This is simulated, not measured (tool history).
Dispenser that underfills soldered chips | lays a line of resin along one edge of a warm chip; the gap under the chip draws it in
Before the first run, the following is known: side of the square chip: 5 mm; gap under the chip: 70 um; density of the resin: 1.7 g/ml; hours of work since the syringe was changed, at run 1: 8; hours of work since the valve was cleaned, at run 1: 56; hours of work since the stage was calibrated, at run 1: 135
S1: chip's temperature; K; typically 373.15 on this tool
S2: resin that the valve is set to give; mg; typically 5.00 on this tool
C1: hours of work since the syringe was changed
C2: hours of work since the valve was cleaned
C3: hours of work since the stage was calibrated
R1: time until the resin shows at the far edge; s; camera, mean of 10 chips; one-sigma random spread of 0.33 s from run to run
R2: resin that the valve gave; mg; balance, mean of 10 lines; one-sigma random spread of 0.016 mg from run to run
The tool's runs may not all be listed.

Run 1, hour 0.0: usual settings; C1 8; C2 56; C3 135. Result: R1 18.9 s, R2 4.87 mg.
At hour 4.8: new syringe of resin.
Run 2, hour 10.9: usual settings; C1 4; C2 63; C3 142. Result: R1 16.1 s, R2 4.87 mg.
Run 3, hour 19.0: usual settings; C1 9; C2 68; C3 147. Result: R1 19.1 s, R2 4.84 mg.
At hour 21.5: new syringe of resin.
Run 4, hour 33.0: usual settings but S1 366.15 K; C1 7; C2 77; C3 156. Result: R1 25.8 s, R2 4.84 mg.
At hour 38.1: new syringe of resin.
Run 5, hour 46.7: usual settings; C1 6; C2 86; C3 164. Result: R1 17.1 s, R2 4.81 mg.
At hour 54.8: dispensing valve cleaned and set on the balance.
At hour 56.1: new syringe of resin.
Run 6, hour 60.2: usual settings; C1 3; C2 3; C3 172. Result: R1 15.6 s, R2 4.99 mg.
At hour 72.6: new syringe of resin.
Run 7, hour 72.6: usual settings but S2 5.36 mg; C1 0; C2 11; C3 180. Result: R1 14.5 s, R2 5.33 mg.
Run 8, hour 83.0: usual settings but S2 5.36 mg; C1 7; C2 18; C3 187. Result: R1 17.4 s, R2 5.34 mg.
At hour 89.0: new syringe of resin.
Run 9, hour 89.0: usual settings but S1 366.15 K; C1 0; C2 21; C3 190. Result: R1 19.0 s, R2 4.95 mg.
Run 10, hour 98.8: usual settings but S1 366.15 K; C1 6; C2 28; C3 197. Result: R1 23.9 s, R2 4.95 mg.
At hour 106.4: new syringe of resin.
Run 11, hour 111.0: usual settings but S1 371.15 K; C1 3; C2 35; C3 204. Result: R1 16.1 s, R2 4.93 mg.
Run 12, hour 116.6: usual settings but S1 361.15 K, S2 5.18 mg; C1 7; C2 39; C3 208. Result: R1 28.1 s, R2 5.07 mg.
At hour 123.0: new syringe of resin.
Run 13, hour 124.4: usual settings but S1 361.15 K, S2 5.18 mg; C1 1; C2 44; C3 213. Result: R1 23.4 s, R2 5.09 mg.
Run 14, hour 135.8: usual settings but S1 364.15 K, S2 4.91 mg; C1 8; C2 51; C3 220. Result: R1 27.5 s, R2 4.75 mg.
At hour 140.1: new syringe of resin.
Run 15, hour 148.6: usual settings but S1 379.15 K, S2 5.08 mg; C1 5; C2 59; C3 228. Result: R1 13.2 s, R2 4.94 mg.
At hour 156.7: new syringe of resin.
Run 16, hour 158.7: usual settings but S1 382.15 K, S2 6.19 mg; C1 1; C2 65; C3 234. Result: R1 10.2 s, R2 6.03 mg.
Run 17, hour 172.1: usual settings but S1 380.15 K; C1 10; C2 74; C3 243. Result: R1 15.2 s, R2 4.85 mg.
At hour 173.2: new syringe of resin.
Run 18, hour 182.1: usual settings but S1 386.15 K; C1 6; C2 80; C3 249. Result: R1 9.8 s, R2 4.81 mg.
At hour 190.6: new syringe of resin.
Run 19, hour 193.5: usual settings but S1 387.15 K, S2 4.42 mg; C1 2; C2 87; C3 256. Result: R1 8.3 s, R2 4.24 mg.
At hour 198.4: dispensing valve cleaned and set on the balance.
Run 20, hour 204.2: usual settings but S1 387.15 K, S2 4.42 mg; C1 8; C2 4; C3 263. Result: R1 11.1 s, R2 4.39 mg.

Entry by entry between the runs, the difference in hidden state between the last listed run before and the first listed run after:
Logged between run 1 and run 2: new syringe of resin (hour 4.8)
  resin's viscosity, % of fresh resin's: 128.5 -> 114.6; dose that the valve gives, % of what is set: 97.57 -> 97.26; true chip temperature over the reading, C: 0.92 -> 0.97
  measured minus no-state result, R1: +3.6 -> +1.5 s; R2: -0.12 -> -0.14 mg
Logged between run 3 and run 4: new syringe of resin (hour 21.5)
  resin's viscosity, % of fresh resin's: 137.3 -> 129.5; dose that the valve gives, % of what is set: 97.01 -> 96.62; true chip temperature over the reading, C: 1 -> 1.06
  measured minus no-state result, R1: +4.8 -> +4.9 s; R2: -0.15 -> -0.17 mg
Logged between run 4 and run 5: new syringe of resin (hour 38.1)
  resin's viscosity, % of fresh resin's: 129.5 -> 122.4; dose that the valve gives, % of what is set: 96.62 -> 96.23; true chip temperature over the reading, C: 1.06 -> 1.11
  measured minus no-state result, R1: +4.9 -> +2.5 s; R2: -0.17 -> -0.19 mg
Logged between run 5 and run 6: dispensing valve cleaned and set on the balance (hour 54.8); new syringe of resin (hour 56.1)
  resin's viscosity, % of fresh resin's: 122.4 -> 108.8; dose that the valve gives, % of what is set: 96.23 -> 99.95; true chip temperature over the reading, C: 1.11 -> 1.16
  measured minus no-state result, R1: +2.5 -> +0.6 s; R2: -0.19 -> -0.01 mg
Logged between run 6 and run 7: new syringe of resin (hour 72.6)
  resin's viscosity, % of fresh resin's: 108.8 -> 101.2; dose that the valve gives, % of what is set: 99.95 -> 99.57; true chip temperature over the reading, C: 1.16 -> 1.21
  measured minus no-state result, R1: +0.6 -> -0.5 s; R2: -0.01 -> -0.02 mg
Logged between run 8 and run 9: new syringe of resin (hour 89.0)
  resin's viscosity, % of fresh resin's: 127.6 -> 99; dose that the valve gives, % of what is set: 99.23 -> 99.07; true chip temperature over the reading, C: 1.25 -> 1.27
  measured minus no-state result, R1: +3.1 -> -1.3 s; R2: -0.04 -> -0.04 mg
Logged between run 10 and run 11: new syringe of resin (hour 106.4)
  resin's viscosity, % of fresh resin's: 123.1 -> 110.4; dose that the valve gives, % of what is set: 98.78 -> 98.42; true chip temperature over the reading, C: 1.32 -> 1.36
  measured minus no-state result, R1: +3.3 -> +0.7 s; R2: -0.06 -> -0.08 mg
Logged between run 12 and run 13: new syringe of resin (hour 123.0)
  resin's viscosity, % of fresh resin's: 125.1 -> 102.5; dose that the valve gives, % of what is set: 98.27 -> 98.06; true chip temperature over the reading, C: 1.38 -> 1.41
  measured minus no-state result, R1: +4.4 -> -0.9 s; R2: -0.09 -> -0.10 mg
Logged between run 14 and run 15: new syringe of resin (hour 140.1)
  resin's viscosity, % of fresh resin's: 132.6 -> 118.2; dose that the valve gives, % of what is set: 97.71 -> 97.33; true chip temperature over the reading, C: 1.46 -> 1.51
  measured minus no-state result, R1: +5.4 -> +1.4 s; R2: -0.11 -> -0.14 mg
Logged between run 15 and run 16: new syringe of resin (hour 156.7)
  resin's viscosity, % of fresh resin's: 118.2 -> 104.2; dose that the valve gives, % of what is set: 97.33 -> 97.03; true chip temperature over the reading, C: 1.51 -> 1.55
  measured minus no-state result, R1: +1.4 -> -0.2 s; R2: -0.14 -> -0.19 mg
Logged between run 17 and run 18: new syringe of resin (hour 173.2)
  resin's viscosity, % of fresh resin's: 140.6 -> 120.8; dose that the valve gives, % of what is set: 96.61 -> 96.33; true chip temperature over the reading, C: 1.6 -> 1.64
  measured minus no-state result, R1: +3.6 -> +1.3 s; R2: -0.17 -> -0.18 mg
Logged between run 18 and run 19: new syringe of resin (hour 190.6)
  resin's viscosity, % of fresh resin's: 120.8 -> 107.8; dose that the valve gives, % of what is set: 96.33 -> 95.99; true chip temperature over the reading, C: 1.64 -> 1.69
  measured minus no-state result, R1: +1.3 -> +0.1 s; R2: -0.18 -> -0.17 mg
Logged between run 19 and run 20: dispensing valve cleaned and set on the balance (hour 198.4)
  resin's viscosity, % of fresh resin's: 107.8 -> 133.9; dose that the valve gives, % of what is set: 95.99 -> 99.95; true chip temperature over the reading, C: 1.69 -> 1.73
  measured minus no-state result, R1: +0.1 -> +2.2 s; R2: -0.17 -> +0.00 mg
